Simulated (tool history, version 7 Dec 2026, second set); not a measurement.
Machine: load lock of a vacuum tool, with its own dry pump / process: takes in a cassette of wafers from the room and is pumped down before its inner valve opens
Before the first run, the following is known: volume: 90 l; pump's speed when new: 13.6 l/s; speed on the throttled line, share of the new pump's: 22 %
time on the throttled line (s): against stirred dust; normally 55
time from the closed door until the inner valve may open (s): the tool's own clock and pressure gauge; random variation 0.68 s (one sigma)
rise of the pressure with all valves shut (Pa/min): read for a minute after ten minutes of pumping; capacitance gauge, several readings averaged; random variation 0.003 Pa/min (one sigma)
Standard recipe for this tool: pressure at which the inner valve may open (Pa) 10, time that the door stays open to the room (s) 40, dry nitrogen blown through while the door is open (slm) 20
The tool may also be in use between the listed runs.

| run | day | time on the throttled line (s) | pressure at which the inner valve may open (Pa) | time that the door stays open to the room (s) | dry nitrogen blown through while the door is open (slm) | incoming humidity of the room's air, % | time from the closed door until the inner valve may open (s) | rise of the pressure with all valves shut (Pa/min) |
|---|---|---|---|---|---|---|---|---|
| 1 | 0.000 | 55 | 10 | 40 | 20 | 43.9 | 108.0 | 0.098 |
| 2 | 5.138 | 50 | 10 | 40 | 20 | 43.8 | 106.8 | 0.111 |
| 3 | 10.100 | 50 | 10 | 40 | 20 | 48.5 | 105.7 | 0.124 |
| 4 | 12.554 | 50 | 19 | 40 | 20 | 41.4 | 102.1 | 0.126 |
| 5 | 18.079 | 50 | 19 | 40 | 20 | 44.6 | 101.4 | 0.135 |
| 6 | 20.362 | 50 | 19 | 40 | 20 | 45.5 | 100.6 | 0.139 |
| 7 | 24.408 | 81 | 10 | 46 | 20 | 44.2 | 129.4 | 0.150 |
| 8 | 28.079 | 92 | 11 | 46 | 20 | 50.3 | 138.1 | 0.159 |
| 9 | 31.250 | 55 | 10 | 40 | 11 | 46.1 | 111.1 | 0.172 |
| 10 | 33.604 | 51 | 19 | 205 | 18 | 45.4 | 101.9 | 0.204 |
| 11 | 38.829 | 44 | 10 | 74 | 20 | 43.6 | 101.7 | 0.185 |

What if the next run were any one of these 3? Each begins from the tool's condition after run 11:
| A | 44.150 | 36 | 10 | 188 | 20 | 43.6 | ? | ? |
| B | 44.150 | 49 | 10 | 74 | 20 | 45.1 | ? | ? |
| C | 44.150 | 55 | 10 | 196 | 12 | 44.9 | ? | ? |

| run | time from the closed door until the inner valve may open (s) | rise of the pressure with all valves shut (Pa/min) |
|---|---|---|
| A | 95.9 | 0.216 |
| B | 106.1 | 0.209 |
| C | 110.5 | 0.233 |
The same runs, with their run-to-run variation unchanged, on a tool lacking any hidden condition would have given:
| run | time from the closed door until the inner valve may open (s) | rise of the pressure with all valves shut (Pa/min) |
|---|---|---|
| A | 90.0 | 0.042 |
| B | 100.6 | 0.033 |
| C | 105.1 | 0.057 |
